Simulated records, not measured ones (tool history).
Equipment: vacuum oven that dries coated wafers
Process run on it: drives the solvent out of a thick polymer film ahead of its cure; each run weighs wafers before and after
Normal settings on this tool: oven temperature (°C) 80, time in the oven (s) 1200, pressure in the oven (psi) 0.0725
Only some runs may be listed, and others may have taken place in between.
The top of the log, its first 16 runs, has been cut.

Run 17, day 35.875: usual settings. Result: solvent left in the film (%) 1.18.
Run 18, day 37.679: usual settings. Result: solvent left in the film (%) 1.16.
Run 19, day 39.912: usual settings. Result: solvent left in the film (%) 1.2.
Run 20, day 41.225: usual settings but oven temperature (°C) 68. Result: solvent left in the film (%) 3.68.
Run 21, day 43.662: usual settings but oven temperature (°C) 68. Result: solvent left in the film (%) 3.84.
Run 22, day 46.333: usual settings but pressure in the oven (psi) 0.0779. Result: solvent left in the film (%) 1.15.
Run 23, day 48.662: usual settings but pressure in the oven (psi) 0.0616. Result: solvent left in the film (%) 1.1.
Run 24, day 51.083: usual settings but oven temperature (°C) 71, pressure in the oven (psi) 0.1323. Result: solvent left in the film (%) 3.62.
Run 25, day 52.562: usual settings but oven temperature (°C) 65, time in the oven (s) 1980, pressure in the oven (psi) 0.0975. Result: solvent left in the film (%) 2.74.
Run 26, day 55.512: usual settings but oven temperature (°C) 75, time in the oven (s) 960, pressure in the oven (psi) 0.1697. Result: solvent left in the film (%) 3.37.
Run 27, day 57.554: usual settings but oven temperature (°C) 75, time in the oven (s) 960, pressure in the oven (psi) 0.1697. Result: solvent left in the film (%) 3.45.
Run 28, day 59.142: usual settings but oven temperature (°C) 75, time in the oven (s) 960, pressure in the oven (psi) 0.1697. Result: solvent left in the film (%) 3.48.
Run 29, day 61.162: usual settings but oven temperature (°C) 79, time in the oven (s) 960. Result: solvent left in the film (%) 2.07.
Run 30, day 63.467: usual settings but oven temperature (°C) 79, time in the oven (s) 960. Result: solvent left in the film (%) 2.07.
Run 31, day 65.467: usual settings but pressure in the oven (psi) 0.0851. Result: solvent left in the film (%) 1.44.
Run 32, day 68.175: usual settings but pressure in the oven (psi) 0.0851. Result: solvent left in the film (%) 1.26.
At day 68.462: vacuum gauge cleaned of residue and calibrated.
Run 33, day 70.904: usual settings but oven temperature (°C) 95, time in the oven (s) 960. Result: solvent left in the film (%) 0.49.
Run 34, day 73.188: usual settings but oven temperature (°C) 72, time in the oven (s) 1440, pressure in the oven (psi) 0.104. Result: solvent left in the film (%) 2.57.
Run 35, day 75.325: usual settings but oven temperature (°C) 72, time in the oven (s) 1440, pressure in the oven (psi) 0.104. Result: solvent left in the film (%) 2.55.
At day 77.358: vacuum gauge cleaned of residue and calibrated, once more.
Run 36, day 77.588: usual settings but oven temperature (°C) 87, time in the oven (s) 1440, pressure in the oven (psi) 0.122. Result: solvent left in the film (%) 0.43.
Run 37, day 79.546: usual settings but oven temperature (°C) 72. Result: solvent left in the film (%) 2.82.
Run 38, day 82.096: usual settings but oven temperature (°C) 88, pressure in the oven (psi) 0.1191. Result: solvent left in the film (%) 0.59.
Run 39, day 84.9: usual settings but oven temperature (°C) 88, pressure in the oven (psi) 0.2338. Result: solvent left in the film (%) 0.99.

Predict the results of run 40:
Run 40, day 87.421: usual settings but oven temperature (°C) 77, pressure in the oven (psi) 0.2524. Result: solvent left in the film (%) ?.

solvent left in the film (%): 2.49
Were there no unlogged condition in the tool, this run, its random variation unchanged, would have produced solvent left in the film (%) 1.83.
